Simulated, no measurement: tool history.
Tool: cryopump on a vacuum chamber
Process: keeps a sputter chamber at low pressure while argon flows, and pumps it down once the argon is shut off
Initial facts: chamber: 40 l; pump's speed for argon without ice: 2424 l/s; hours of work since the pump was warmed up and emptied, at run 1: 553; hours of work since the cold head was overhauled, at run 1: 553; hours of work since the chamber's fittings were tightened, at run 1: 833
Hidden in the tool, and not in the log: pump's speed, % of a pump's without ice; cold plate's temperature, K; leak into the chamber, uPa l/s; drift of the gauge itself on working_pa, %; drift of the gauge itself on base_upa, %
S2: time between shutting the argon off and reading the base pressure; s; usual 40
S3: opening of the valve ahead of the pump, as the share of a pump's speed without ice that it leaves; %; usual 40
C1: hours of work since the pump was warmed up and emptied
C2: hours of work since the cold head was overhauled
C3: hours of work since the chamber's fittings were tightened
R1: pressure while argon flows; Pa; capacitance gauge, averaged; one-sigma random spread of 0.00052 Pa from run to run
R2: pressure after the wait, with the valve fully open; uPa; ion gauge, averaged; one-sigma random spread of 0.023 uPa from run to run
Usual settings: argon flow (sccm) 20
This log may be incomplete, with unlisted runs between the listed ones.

{"run": 1, "day": 0.0, "argon flow (sccm)": 20, "S2": 40, "S3": 40, "C1": 553, "C2": 553, "C3": 833, "R1": 0.0368, "R2": 1.31}
{"run": 2, "day": 2.638, "argon flow (sccm)": 33, "S2": 40, "S3": 40, "C1": 590, "C2": 590, "C3": 871, "R1": 0.0626, "R2": 1.36}
{"run": 3, "day": 5.596, "argon flow (sccm)": 33, "S2": 40, "S3": 40, "C1": 632, "C2": 632, "C3": 912, "R1": 0.0618, "R2": 1.36}
{"run": 4, "day": 8.146, "argon flow (sccm)": 20, "S2": 228, "S3": 40, "C1": 668, "C2": 668, "C3": 948, "R1": 0.038, "R2": 0.95}
{"run": 5, "day": 10.35, "argon flow (sccm)": 28, "S2": 40, "S3": 40, "C1": 699, "C2": 699, "C3": 979, "R1": 0.0532, "R2": 1.45}
{"run": 6, "day": 13.358, "argon flow (sccm)": 20, "S2": 57, "S3": 40, "C1": 741, "C2": 741, "C3": 1021, "R1": 0.0374, "R2": 1.41}
{"run": 7, "day": 15.188, "argon flow (sccm)": 20, "S2": 30, "S3": 40, "C1": 767, "C2": 767, "C3": 1047, "R1": 0.0388, "R2": 1.71}
{"run": 8, "day": 18.921, "argon flow (sccm)": 20, "S2": 30, "S3": 40, "C1": 819, "C2": 819, "C3": 1100, "R1": 0.0381, "R2": 1.7}
{"run": 9, "day": 21.371, "argon flow (sccm)": 20, "S2": 30, "S3": 40, "C1": 854, "C2": 854, "C3": 1134, "R1": 0.0381, "R2": 1.89}
{"run": 10, "day": 23.312, "argon flow (sccm)": 20, "S2": 30, "S3": 40, "C1": 881, "C2": 881, "C3": 1161, "R1": 0.0386, "R2": 1.81}
{"day": 25.462, "done": "pump warmed up, emptied and cooled again"}
{"run": 11, "day": 26.462, "argon flow (sccm)": 20, "S2": 40, "S3": 40, "C1": 14, "C2": 922, "C3": 1203, "R1": 0.0358, "R2": 1.44}
{"run": 12, "day": 29.575, "argon flow (sccm)": 20, "S2": 40, "S3": 40, "C1": 58, "C2": 966, "C3": 1247, "R1": 0.0347, "R2": 1.46}
{"run": 13, "day": 31.292, "argon flow (sccm)": 20, "S2": 40, "S3": 40, "C1": 82, "C2": 990, "C3": 1271, "R1": 0.035, "R2": 1.46}
{"run": 14, "day": 33.708, "argon flow (sccm)": 20, "S2": 40, "S3": 40, "C1": 116, "C2": 1024, "C3": 1305, "R1": 0.036, "R2": 1.52}
{"run": 15, "day": 35.417, "argon flow (sccm)": 20, "S2": 22, "S3": 40, "C1": 140, "C2": 1048, "C3": 1329, "R1": 0.0351, "R2": 2.05}
{"run": 16, "day": 38.112, "argon flow (sccm)": 20, "S2": 22, "S3": 40, "C1": 178, "C2": 1086, "C3": 1367, "R1": 0.0359, "R2": 2.06}
{"run": 17, "day": 41.679, "argon flow (sccm)": 20, "S2": 22, "S3": 40, "C1": 228, "C2": 1136, "C3": 1417, "R1": 0.0364, "R2": 2.09}
{"run": 18, "day": 44.179, "argon flow (sccm)": 36, "S2": 40, "S3": 24, "C1": 263, "C2": 1172, "C3": 1452, "R1": 0.1074, "R2": 1.71}
{"run": 19, "day": 46.8, "argon flow (sccm)": 36, "S2": 40, "S3": 24, "C1": 300, "C2": 1208, "C3": 1489, "R1": 0.1069, "R2": 1.72}
{"run": 20, "day": 49.912, "argon flow (sccm)": 11, "S2": 167, "S3": 52, "C1": 344, "C2": 1252, "C3": 1533, "R1": 0.0152, "R2": 1.31}
{"run": 21, "day": 53.017, "argon flow (sccm)": 11, "S2": 203, "S3": 52, "C1": 388, "C2": 1296, "C3": 1576, "R1": 0.0154, "R2": 1.32}
{"run": 22, "day": 54.596, "argon flow (sccm)": 10, "S2": 40, "S3": 36, "C1": 410, "C2": 1318, "C3": 1599, "R1": 0.02, "R2": 1.82}
{"run": 23, "day": 58.175, "argon flow (sccm)": 20, "S2": 39, "S3": 40, "C1": 460, "C2": 1368, "C3": 1649, "R1": 0.036, "R2": 1.92}
{"run": 24, "day": 61.925, "argon flow (sccm)": 20, "S2": 39, "S3": 40, "C1": 513, "C2": 1421, "C3": 1702, "R1": 0.0373, "R2": 1.84}
{"run": 25, "day": 65.2, "argon flow (sccm)": 27, "S2": 37, "S3": 20, "C1": 559, "C2": 1467, "C3": 1748, "R1": 0.0969, "R2": 2.0}
{"run": 26, "day": 67.708, "argon flow (sccm)": 27, "S2": 37, "S3": 20, "C1": 594, "C2": 1503, "C3": 1783, "R1": 0.0966, "R2": 2.04}
{"run": 27, "day": 71.392, "argon flow (sccm)": 34, "S2": 176, "S3": 40, "C1": 646, "C2": 1554, "C3": 1835, "R1": 0.0644, "R2": 1.64}
{"run": 28, "day": 73.262, "argon flow (sccm)": 28, "S2": 124, "S3": 33, "C1": 672, "C2": 1581, "C3": 1861, "R1": 0.0628, "R2": 1.74}
{"run": 29, "day": 75.029, "argon flow (sccm)": 13, "S2": 89, "S3": 33, "C1": 697, "C2": 1606, "C3": 1886, "R1": 0.0288, "R2": 1.79}
{"run": 30, "day": 76.633, "argon flow (sccm)": 13, "S2": 89, "S3": 33, "C1": 720, "C2": 1628, "C3": 1908, "R1": 0.0304, "R2": 1.77}
{"run": 31, "day": 79.675, "argon flow (sccm)": 20, "S2": 51, "S3": 47, "C1": 763, "C2": 1671, "C3": 1951, "R1": 0.0326, "R2": 2.04}
{"run": 32, "day": 83.354, "argon flow (sccm)": 20, "S2": 33, "S3": 47, "C1": 814, "C2": 1723, "C3": 2003, "R1": 0.0332, "R2": 2.33}
{"run": 33, "day": 86.9, "argon flow (sccm)": 20, "S2": 33, "S3": 47, "C1": 864, "C2": 1773, "C3": 2053, "R1": 0.0337, "R2": 2.47}

Branching from run 33: 4 alternative next runs. What would each branch give?
{"run": "A", "day": 89.046, "argon flow (sccm)": 16, "S2": 22, "S3": 21, "C1": 894, "C2": 1803, "C3": 2083, "R1": "?", "R2": "?"}
{"run": "B", "day": 89.046, "argon flow (sccm)": 20, "S2": 33, "S3": 51, "C1": 894, "C2": 1803, "C3": 2083, "R1": "?", "R2": "?"}
{"run": "C", "day": 89.046, "argon flow (sccm)": 13, "S2": 78, "S3": 31, "C1": 894, "C2": 1803, "C3": 2083, "R1": "?", "R2": "?"}
{"run": "D", "day": 89.046, "argon flow (sccm)": 20, "S2": 33, "S3": 35, "C1": 894, "C2": 1803, "C3": 2083, "R1": "?", "R2": "?"}

run=A R1=0.0564 R2=2.84
run=B R1=0.0315 R2=2.48
run=C R1=0.0314 R2=2.08
run=D R1=0.0436 R2=2.43
Take away the tool's hidden state, keep each run's random variation, and the runs would have read:
run=A R1=0.0532 R2=1.15
run=B R1=0.0276 R2=0.80
run=C R1=0.0289 R2=0.45
run=D R1=0.0397 R2=0.79
